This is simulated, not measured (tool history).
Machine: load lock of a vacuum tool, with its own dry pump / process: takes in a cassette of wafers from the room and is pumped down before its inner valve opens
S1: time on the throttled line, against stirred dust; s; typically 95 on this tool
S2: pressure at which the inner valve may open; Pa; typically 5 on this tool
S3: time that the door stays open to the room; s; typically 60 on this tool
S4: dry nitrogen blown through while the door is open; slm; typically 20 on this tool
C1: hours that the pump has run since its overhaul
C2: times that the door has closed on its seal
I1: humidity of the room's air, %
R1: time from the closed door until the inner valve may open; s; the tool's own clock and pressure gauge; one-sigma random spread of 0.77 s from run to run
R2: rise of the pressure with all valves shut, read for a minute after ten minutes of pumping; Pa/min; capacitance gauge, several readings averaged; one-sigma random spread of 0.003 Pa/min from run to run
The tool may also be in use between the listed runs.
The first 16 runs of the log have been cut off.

Run 17, hour 3896: usual settings but S1 174 s, S2 6 Pa, S4 11 slm; C1 10365; C2 5609; I1 43.5. Result: R1 204.4 s, R2 0.038 Pa/min.
Run 18, hour 4057.4: usual settings but S1 174 s, S2 6 Pa, S4 11 slm; C1 10527; C2 6298; I1 44.9. Result: R1 204.6 s, R2 0.045 Pa/min.
Run 19, hour 4383.4: usual settings but S1 174 s, S2 6 Pa, S4 11 slm; C1 10853; C2 7691; I1 45.7. Result: R1 207.2 s, R2 0.052 Pa/min.
Run 20, hour 4676.4: usual settings but S3 45 s; C1 11146; C2 8943; I1 46.2. Result: R1 137.4 s, R2 0.049 Pa/min.
Run 21, hour 4833.5: usual settings but S3 45 s; C1 11303; C2 9614; I1 46. Result: R1 136.9 s, R2 0.053 Pa/min.
Run 22, hour 5008.5: usual settings but S3 45 s; C1 11478; C2 10362; I1 49.2. Result: R1 137.3 s, R2 0.061 Pa/min.
Run 23, hour 5292.4: usual settings but S2 6 Pa, S3 124 s; C1 11762; C2 11575; I1 45.1. Result: R1 137.4 s, R2 0.073 Pa/min.
Run 24, hour 5480.6: usual settings but S2 7 Pa, S4 19 slm; C1 11950; C2 12379; I1 47.1. Result: R1 135 s, R2 0.073 Pa/min.
Run 25, hour 5743.1: usual settings but S1 65 s, S2 7 Pa, S3 50 s, S4 22 slm; C1 12213; C2 13500; I1 46.5. Result: R1 110.7 s, R2 0.076 Pa/min.
Run 26, hour 6060.3: usual settings but S1 52 s; C1 12530; C2 14855; I1 44.8. Result: R1 101.2 s, R2 0.093 Pa/min.
Run 27, hour 6256: usual settings but S1 91 s, S2 8 Pa, S3 167 s, S4 6 slm; C1 12725; C2 15691; I1 45.6. Result: R1 131.3 s, R2 0.128 Pa/min.
Run 28, hour 6447.4: usual settings but S1 136 s, S2 8 Pa, S3 167 s, S4 6 slm; C1 12917; C2 16509; I1 44.7. Result: R1 173.2 s, R2 0.132 Pa/min.
Run 29, hour 6587.4: usual settings but S1 136 s, S2 8 Pa, S3 167 s, S4 6 slm; C1 13057; C2 17107; I1 47.8. Result: R1 172.5 s, R2 0.14 Pa/min.
Run 30, hour 6825.7: usual settings but S1 94 s, S2 7 Pa, S3 158 s, S4 6 slm; C1 13295; C2 18125; I1 43.4. Result: R1 136.2 s, R2 0.149 Pa/min.
Run 31, hour 6983.2: usual settings but S1 107 s, S2 6 Pa, S3 37 s, S4 12 slm; C1 13453; C2 18798; I1 43.9. Result: R1 148.5 s, R2 0.123 Pa/min.
Run 32, hour 7292.4: usual settings but S1 107 s, S2 6 Pa, S3 37 s, S4 12 slm; C1 13762; C2 20119; I1 46.2. Result: R1 148.7 s, R2 0.134 Pa/min.
Run 33, hour 7510.7: usual settings but S1 60 s, S3 42 s, S4 5 slm; C1 13980; C2 21051; I1 48. Result: R1 108.8 s, R2 0.151 Pa/min.
Run 34, hour 7754: usual settings but S1 73 s; C1 14223; C2 22091; I1 44.7. Result: R1 120.1 s, R2 0.149 Pa/min.
Run 35, hour 8050.1: usual settings but S3 226 s, S4 10 slm; C1 14520; C2 23356; I1 43.5. Result: R1 139.1 s, R2 0.182 Pa/min.
Run 36, hour 8188.3: usual settings but S3 145 s; C1 14658; C2 23946; I1 44.1. Result: R1 138.5 s, R2 0.177 Pa/min.

3 ways to go on from here, each from the tool as it stands after run 36. What would each give?
Run A, hour 8342.9: usual settings but S1 164 s, S3 39 s, S4 10 slm; C1 14812; C2 24607; I1 46.2. Result: R1 ?, R2 ?.
Run B, hour 8342.9: usual settings but S1 75 s, S2 4 Pa, S4 35 slm; C1 14812; C2 24607; I1 43.9. Result: R1 ?, R2 ?.
Run C, hour 8342.9: usual settings but S3 25 s, S4 13 slm; C1 14812; C2 24607; I1 45.6. Result: R1 ?, R2 ?.

run     R1     R2
  A  198.2   0.18
  B    124  0.164
  C  138.8  0.173
Without the tool's hidden state the same runs would have given:
run     R1     R2
  A  192.9  0.022
  B  116.7  0.006
  C  132.1  0.017

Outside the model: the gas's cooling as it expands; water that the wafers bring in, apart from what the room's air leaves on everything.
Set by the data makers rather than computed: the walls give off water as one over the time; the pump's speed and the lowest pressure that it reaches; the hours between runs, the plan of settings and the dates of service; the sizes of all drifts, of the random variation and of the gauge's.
